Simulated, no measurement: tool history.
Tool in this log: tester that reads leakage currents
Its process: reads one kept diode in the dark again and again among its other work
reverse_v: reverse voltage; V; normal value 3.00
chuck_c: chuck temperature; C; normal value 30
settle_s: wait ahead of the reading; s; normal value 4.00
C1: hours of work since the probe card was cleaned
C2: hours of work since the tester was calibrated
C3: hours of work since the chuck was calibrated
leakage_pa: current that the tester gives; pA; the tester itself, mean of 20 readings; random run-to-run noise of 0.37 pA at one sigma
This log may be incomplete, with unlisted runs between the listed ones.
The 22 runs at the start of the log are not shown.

run 23 hour=2308.8 | reverse_v=7.88 chuck_c=25 settle_s=1.01 | C1=2106 C2=4443 C3=2312 | leakage_pa=179.82
-- hour=2319.6 tester calibrated
-- hour=2328.2 chuck's temperature calibrated
run 24 hour=2449.7 | reverse_v=3.00 chuck_c=56 settle_s=4.00 | C1=2215 C2=102 C3=97 | leakage_pa=962.09
run 25 hour=2593.0 | reverse_v=3.00 chuck_c=56 settle_s=4.00 | C1=2329 C2=217 C3=211 | leakage_pa=974.08
-- hour=2702.5 probe card cleaned and baked
run 26 hour=2713.2 | reverse_v=3.00 chuck_c=30 settle_s=1.22 | C1=9 C2=310 C3=305 | leakage_pa=128.88
run 27 hour=2826.6 | reverse_v=5.24 chuck_c=43 settle_s=4.00 | C1=99 C2=400 C3=395 | leakage_pa=491.26
-- hour=2851.5 tester calibrated, once more
run 28 hour=2938.9 | reverse_v=5.24 chuck_c=43 settle_s=4.00 | C1=187 C2=70 C3=483 | leakage_pa=489.59
run 29 hour=3043.3 | reverse_v=9.59 chuck_c=25 settle_s=5.36 | C1=270 C2=153 C3=567 | leakage_pa=154.75
run 30 hour=3147.1 | reverse_v=9.59 chuck_c=25 settle_s=5.36 | C1=353 C2=236 C3=649 | leakage_pa=156.86
run 31 hour=3270.1 | reverse_v=9.59 chuck_c=25 settle_s=5.36 | C1=451 C2=334 C3=748 | leakage_pa=159.77
run 32 hour=3350.3 | reverse_v=9.59 chuck_c=25 settle_s=5.36 | C1=515 C2=398 C3=811 | leakage_pa=160.62
run 33 hour=3455.5 | reverse_v=9.59 chuck_c=25 settle_s=5.36 | C1=599 C2=482 C3=895 | leakage_pa=163.48
run 34 hour=3527.4 | reverse_v=1.93 chuck_c=26 settle_s=3.64 | C1=657 C2=539 C3=953 | leakage_pa=77.75
run 35 hour=3653.6 | reverse_v=2.12 chuck_c=43 settle_s=4.00 | C1=757 C2=640 C3=1053 | leakage_pa=324.90
run 36 hour=3779.2 | reverse_v=2.49 chuck_c=21 settle_s=1.19 | C1=857 C2=740 C3=1154 | leakage_pa=59.73
run 37 hour=3882.8 | reverse_v=1.29 chuck_c=34 settle_s=1.50 | C1=940 C2=823 C3=1236 | leakage_pa=127.13
run 38 hour=3982.9 | reverse_v=10.76 chuck_c=25 settle_s=3.93 | C1=1020 C2=903 C3=1316 | leakage_pa=183.17
run 39 hour=4123.4 | reverse_v=2.76 chuck_c=31 settle_s=1.51 | C1=1132 C2=1015 C3=1428 | leakage_pa=148.04
run 40 hour=4190.8 | reverse_v=3.00 chuck_c=25 settle_s=0.42 | C1=1186 C2=1069 C3=1482 | leakage_pa=97.49
run 41 hour=4264.9 | reverse_v=3.00 chuck_c=57 settle_s=4.00 | C1=1245 C2=1128 C3=1541 | leakage_pa=1137.27

Predict each of these 3 candidate next runs independently; none follows another, all start after run 41:
run A hour=4407.5 | reverse_v=1.50 chuck_c=30 settle_s=4.00 | C1=1359 C2=1241 C3=1655 | leakage_pa=?
run B hour=4407.5 | reverse_v=2.62 chuck_c=21 settle_s=4.00 | C1=1359 C2=1241 C3=1655 | leakage_pa=?
run C hour=4407.5 | reverse_v=18.22 chuck_c=26 settle_s=4.00 | C1=1359 C2=1241 C3=1655 | leakage_pa=?

run=A leakage_pa=102.79
run=B leakage_pa=65.01
run=C leakage_pa=278.46
The same runs, with their run-to-run variation unchanged, on a tool lacking any hidden condition would have given:
run=A leakage_pa=87.51
run=B leakage_pa=52.83
run=C leakage_pa=218.73

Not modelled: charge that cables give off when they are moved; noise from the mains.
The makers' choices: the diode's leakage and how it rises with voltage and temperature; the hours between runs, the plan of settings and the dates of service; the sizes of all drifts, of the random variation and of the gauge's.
